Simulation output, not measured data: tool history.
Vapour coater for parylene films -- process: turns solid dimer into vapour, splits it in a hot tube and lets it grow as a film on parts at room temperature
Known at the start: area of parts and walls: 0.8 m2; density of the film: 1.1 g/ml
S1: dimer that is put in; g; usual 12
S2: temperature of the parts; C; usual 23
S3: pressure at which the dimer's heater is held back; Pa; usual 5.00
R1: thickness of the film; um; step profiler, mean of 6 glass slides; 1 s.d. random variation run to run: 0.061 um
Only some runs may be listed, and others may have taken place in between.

| run | hour | S1 | S2 | S3 | R1 |
|---|---|---|---|---|---|
| 1 | 0.0 | 12 | 23 | 5.00 | 7.10 |
| 2 | 21.3 | 16 | 23 | 5.00 | 9.46 |
| 3 | 38.0 | 16 | 23 | 5.00 | 9.51 |
| 4 | 68.0 | 16 | 23 | 5.00 | 9.35 |
| 5 | 82.3 | 12 | 23 | 5.00 | 7.08 |
| 6 | 99.6 | 15 | 23 | 5.00 | 8.94 |
| 7 | 121.2 | 15 | 23 | 5.00 | 8.90 |
| 8 | 150.0 | 15 | 23 | 11.71 | 7.43 |
| 9 | 170.9 | 15 | 23 | 11.71 | 7.40 |
| 10 | 192.7 | 15 | 23 | 11.71 | 7.61 |
| 11 | 208.1 | 18 | 35 | 3.69 | 7.32 |
| 12 | 224.4 | 21 | 24 | 11.89 | 9.94 |
| 13 | 237.7 | 5 | 17 | 7.31 | 3.45 |
| 14 | 251.8 | 13 | 23 | 5.00 | 7.81 |
| 15 | 277.1 | 12 | 23 | 4.07 | 7.39 |
| 16 | 298.9 | 12 | 23 | 4.07 | 7.37 |
| 17 | 319.5 | 6 | 23 | 6.85 | 3.32 |

Run 18 is up next; what results do you expect?
| 18 | 334.5 | 5 | 23 | 2.61 | ? |

R1: 3.38 um
With no hidden state in the tool, this same run would have given R1 3.40 um.
